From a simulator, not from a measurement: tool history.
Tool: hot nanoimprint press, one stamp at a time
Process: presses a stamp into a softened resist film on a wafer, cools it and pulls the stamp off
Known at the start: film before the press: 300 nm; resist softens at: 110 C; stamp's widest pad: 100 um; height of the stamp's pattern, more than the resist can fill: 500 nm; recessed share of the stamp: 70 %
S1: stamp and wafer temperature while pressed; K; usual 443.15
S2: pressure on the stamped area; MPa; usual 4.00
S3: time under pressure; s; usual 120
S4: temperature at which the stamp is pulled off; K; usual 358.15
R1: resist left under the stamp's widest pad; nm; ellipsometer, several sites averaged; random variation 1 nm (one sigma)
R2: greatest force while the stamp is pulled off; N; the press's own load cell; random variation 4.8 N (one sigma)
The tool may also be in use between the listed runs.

{"run": 1, "day": 0.0, "S1": 443.15, "S2": 4.0, "S3": 120, "S4": 358.15, "R1": 139.9, "R2": 257}
{"run": 2, "day": 0.242, "S1": 443.15, "S2": 4.0, "S3": 120, "S4": 358.15, "R1": 141.0, "R2": 259}
{"run": 3, "day": 0.608, "S1": 443.15, "S2": 4.0, "S3": 120, "S4": 358.15, "R1": 141.8, "R2": 262}
{"run": 4, "day": 1.038, "S1": 443.15, "S2": 4.0, "S3": 120, "S4": 358.15, "R1": 139.3, "R2": 263}
{"run": 5, "day": 1.329, "S1": 443.15, "S2": 4.0, "S3": 120, "S4": 358.15, "R1": 141.9, "R2": 256}
{"run": 6, "day": 1.508, "S1": 443.15, "S2": 4.0, "S3": 120, "S4": 358.15, "R1": 140.4, "R2": 263}
{"run": 7, "day": 1.95, "S1": 443.15, "S2": 4.0, "S3": 159, "S4": 358.15, "R1": 127.9, "R2": 257}
{"run": 8, "day": 2.204, "S1": 443.15, "S2": 4.0, "S3": 159, "S4": 358.15, "R1": 126.8, "R2": 270}
{"run": 9, "day": 2.504, "S1": 443.15, "S2": 4.0, "S3": 120, "S4": 358.15, "R1": 140.1, "R2": 273}
{"run": 10, "day": 2.829, "S1": 431.15, "S2": 4.0, "S3": 120, "S4": 358.15, "R1": 238.2, "R2": 265}
{"run": 11, "day": 3.096, "S1": 443.15, "S2": 3.01, "S3": 120, "S4": 358.15, "R1": 161.9, "R2": 268}
{"run": 12, "day": 3.425, "S1": 443.15, "S2": 2.86, "S3": 120, "S4": 358.15, "R1": 164.7, "R2": 274}
{"run": 13, "day": 3.833, "S1": 443.15, "S2": 2.86, "S3": 120, "S4": 358.15, "R1": 164.2, "R2": 261}
{"run": 14, "day": 4.192, "S1": 443.15, "S2": 2.86, "S3": 120, "S4": 358.15, "R1": 165.3, "R2": 269}
{"run": 15, "day": 4.625, "S1": 443.15, "S2": 2.86, "S3": 120, "S4": 358.15, "R1": 164.5, "R2": 273}
{"run": 16, "day": 4.846, "S1": 443.15, "S2": 2.86, "S3": 120, "S4": 358.15, "R1": 163.7, "R2": 269}
{"run": 17, "day": 5.217, "S1": 443.15, "S2": 2.86, "S3": 120, "S4": 358.15, "R1": 164.6, "R2": 266}
{"run": 18, "day": 5.4, "S1": 443.15, "S2": 3.56, "S3": 172, "S4": 345.15, "R1": 131.4, "R2": 362}
{"run": 19, "day": 5.679, "S1": 443.15, "S2": 4.04, "S3": 78, "S4": 358.15, "R1": 160.0, "R2": 270}
{"run": 20, "day": 6.067, "S1": 443.15, "S2": 4.04, "S3": 78, "S4": 358.15, "R1": 158.8, "R2": 277}
{"run": 21, "day": 6.396, "S1": 443.15, "S2": 4.04, "S3": 78, "S4": 358.15, "R1": 158.4, "R2": 282}
{"run": 22, "day": 6.721, "S1": 443.15, "S2": 4.04, "S3": 78, "S4": 358.15, "R1": 158.8, "R2": 275}
{"run": 23, "day": 7.133, "S1": 452.15, "S2": 5.76, "S3": 74, "S4": 358.15, "R1": 85.8, "R2": 278}
{"run": 24, "day": 7.338, "S1": 452.15, "S2": 5.76, "S3": 74, "S4": 358.15, "R1": 84.8, "R2": 277}
{"run": 25, "day": 7.712, "S1": 452.15, "S2": 5.76, "S3": 74, "S4": 358.15, "R1": 84.7, "R2": 274}
{"run": 26, "day": 8.104, "S1": 443.15, "S2": 5.87, "S3": 85, "S4": 358.15, "R1": 127.3, "R2": 291}
{"run": 27, "day": 8.354, "S1": 434.15, "S2": 4.0, "S3": 144, "S4": 364.15, "R1": 202.6, "R2": 230}
{"run": 28, "day": 8.654, "S1": 434.15, "S2": 3.4, "S3": 75, "S4": 365.15, "R1": 241.0, "R2": 224}
{"run": 29, "day": 8.958, "S1": 436.15, "S2": 5.83, "S3": 153, "S4": 363.15, "R1": 151.3, "R2": 239}
{"run": 30, "day": 9.217, "S1": 436.15, "S2": 5.83, "S3": 153, "S4": 363.15, "R1": 152.0, "R2": 238}

Hidden state or all else? Some run-to-run changes of R1, split into what the settings, what came in and random variation would give without the hidden state, and what is left for the hidden state (with any gauge scatter that isn't in both results):
The hidden state here: true temperature over the reading, C; pressure that arrives at the usual setting, %; grip of the stamp's worn release coat, % over a new coat's; drift of the gauge itself on residual_nm, %; drift of the gauge itself on pull_off_n, %.
Run 9 -> 10: S1 443.15 -> 431.15. R1 +98.1 nm: hidden state -0.6, all else +98.7.
Run 10 -> 11: S1 431.15 -> 443.15, S2 4.00 -> 3.01. R1 -76.3 nm: hidden state -0.4, all else -75.9.
Run 22 -> 23: S1 443.15 -> 452.15, S2 4.04 -> 5.76, S3 78 -> 74. R1 -73.0 nm: hidden state +3.4, all else -76.4.
Run 25 -> 26: S1 452.15 -> 443.15, S2 5.76 -> 5.87, S3 74 -> 85. R1 +42.6 nm: hidden state -2.1, all else +44.7.
Run 26 -> 27: S1 443.15 -> 434.15, S2 5.87 -> 4.00, S3 85 -> 144, S4 358.15 -> 364.15. R1 +75.3 nm: hidden state -3.1, all else +78.4.
Run 28 -> 29: S1 434.15 -> 436.15, S2 3.40 -> 5.83, S3 75 -> 153, S4 365.15 -> 363.15. R1 -89.7 nm: hidden state -0.2, all else -89.5.
